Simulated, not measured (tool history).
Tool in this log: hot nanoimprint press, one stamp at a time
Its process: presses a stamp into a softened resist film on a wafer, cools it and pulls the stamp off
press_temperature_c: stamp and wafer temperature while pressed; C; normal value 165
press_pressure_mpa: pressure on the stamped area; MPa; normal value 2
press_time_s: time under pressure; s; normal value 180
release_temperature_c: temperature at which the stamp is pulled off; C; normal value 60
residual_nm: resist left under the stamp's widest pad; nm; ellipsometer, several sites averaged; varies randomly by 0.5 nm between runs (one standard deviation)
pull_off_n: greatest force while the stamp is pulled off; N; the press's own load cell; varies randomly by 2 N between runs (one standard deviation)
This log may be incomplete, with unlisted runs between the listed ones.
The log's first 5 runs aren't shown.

run 6 hour=172.8 | press_temperature_c=165 press_pressure_mpa=2.1 press_time_s=180 release_temperature_c=62 | residual_nm=123.5 pull_off_n=196
run 7 hour=219.4 | press_temperature_c=165 press_pressure_mpa=2 press_time_s=180 release_temperature_c=62 | residual_nm=126.2 pull_off_n=199
run 8 hour=246.9 | press_temperature_c=165 press_pressure_mpa=2 press_time_s=166 release_temperature_c=60 | residual_nm=131.3 pull_off_n=203
run 9 hour=279 | press_temperature_c=174 press_pressure_mpa=2 press_time_s=166 release_temperature_c=60 | residual_nm=94.3 pull_off_n=208
run 10 hour=325.4 | press_temperature_c=174 press_pressure_mpa=2 press_time_s=166 release_temperature_c=60 | residual_nm=94.3 pull_off_n=213
run 11 hour=375.2 | press_temperature_c=172 press_pressure_mpa=2 press_time_s=166 release_temperature_c=60 | residual_nm=101.1 pull_off_n=214
run 12 hour=416.2 | press_temperature_c=172 press_pressure_mpa=2 press_time_s=166 release_temperature_c=60 | residual_nm=102.5 pull_off_n=212
run 13 hour=462.4 | press_temperature_c=172 press_pressure_mpa=2 press_time_s=166 release_temperature_c=60 | residual_nm=102.5 pull_off_n=218
run 14 hour=498.8 | press_temperature_c=172 press_pressure_mpa=2 press_time_s=166 release_temperature_c=60 | residual_nm=103.1 pull_off_n=217
run 15 hour=556.9 | press_temperature_c=172 press_pressure_mpa=2 press_time_s=166 release_temperature_c=60 | residual_nm=103.5 pull_off_n=221
run 16 hour=586.7 | press_temperature_c=165 press_pressure_mpa=2 press_time_s=326 release_temperature_c=59 | residual_nm=101.7 pull_off_n=228
run 17 hour=624.9 | press_temperature_c=155 press_pressure_mpa=1.52 press_time_s=269 release_temperature_c=60 | residual_nm=181 pull_off_n=226
-- hour=654.8 plate thermocouple calibrated
-- hour=666.3 stamp cleaned and given a new release coat
run 18 hour=681.1 | press_temperature_c=155 press_pressure_mpa=1.52 press_time_s=269 release_temperature_c=60 | residual_nm=172.4 pull_off_n=194
run 19 hour=720 | press_temperature_c=165 press_pressure_mpa=2 press_time_s=180 release_temperature_c=64 | residual_nm=126 pull_off_n=179
run 20 hour=751.5 | press_temperature_c=165 press_pressure_mpa=2 press_time_s=180 release_temperature_c=64 | residual_nm=126.1 pull_off_n=184
run 21 hour=786.8 | press_temperature_c=169 press_pressure_mpa=3 press_time_s=148 release_temperature_c=58 | residual_nm=99.6 pull_off_n=213
run 22 hour=823.5 | press_temperature_c=169 press_pressure_mpa=1.96 press_time_s=258 release_temperature_c=54 | residual_nm=94.1 pull_off_n=229
run 23 hour=867 | press_temperature_c=165 press_pressure_mpa=1.57 press_time_s=344 release_temperature_c=60 | residual_nm=106.3 pull_off_n=203
run 24 hour=924 | press_temperature_c=157 press_pressure_mpa=1.57 press_time_s=344 release_temperature_c=53 | residual_nm=147.9 pull_off_n=233
run 25 hour=956 | press_temperature_c=164 press_pressure_mpa=2 press_time_s=118 release_temperature_c=50 | residual_nm=156.7 pull_off_n=250
-- hour=981.9 press's hydraulic seals changed and the load cell set to zero
run 26 hour=1015.7 | press_temperature_c=153 press_pressure_mpa=2.61 press_time_s=119 release_temperature_c=60 | residual_nm=201.7 pull_off_n=214
run 27 hour=1045.8 | press_temperature_c=153 press_pressure_mpa=2.61 press_time_s=119 release_temperature_c=60 | residual_nm=202.1 pull_off_n=215
run 28 hour=1106.4 | press_temperature_c=165 press_pressure_mpa=2.13 press_time_s=177 release_temperature_c=60 | residual_nm=123.3 pull_off_n=212
run 29 hour=1152.3 | press_temperature_c=175 press_pressure_mpa=1.4 press_time_s=96 release_temperature_c=60 | residual_nm=132.5 pull_off_n=216
run 30 hour=1213.3 | press_temperature_c=175 press_pressure_mpa=1.4 press_time_s=96 release_temperature_c=60 | residual_nm=133.5 pull_off_n=220

Below are 4 alternative next runs, each starting from the tool's condition after run 30. Predict each:
-- hour=1234.7 plate thermocouple calibrated
run A hour=1244.7 | press_temperature_c=165 press_pressure_mpa=2.89 press_time_s=180 release_temperature_c=64 | residual_nm=? pull_off_n=?
-- hour=1234.7 plate thermocouple calibrated
run B hour=1244.7 | press_temperature_c=165 press_pressure_mpa=1.29 press_time_s=180 release_temperature_c=51 | residual_nm=? pull_off_n=?
-- hour=1234.7 plate thermocouple calibrated
run C hour=1244.7 | press_temperature_c=165 press_pressure_mpa=2 press_time_s=230 release_temperature_c=49 | residual_nm=? pull_off_n=?
-- hour=1234.7 plate thermocouple calibrated
run D hour=1244.7 | press_temperature_c=165 press_pressure_mpa=2 press_time_s=180 release_temperature_c=60 | residual_nm=? pull_off_n=?

run=A residual_nm=103.8 pull_off_n=199
run=B residual_nm=146.5 pull_off_n=255
run=C residual_nm=109.8 pull_off_n=264
run=D residual_nm=122.6 pull_off_n=214
Stripped of hidden state, with their random variation kept, the same runs would have yielded:
run=A residual_nm=104.1 pull_off_n=179
run=B residual_nm=147 pull_off_n=229
run=C residual_nm=110.2 pull_off_n=238
run=D residual_nm=123 pull_off_n=193
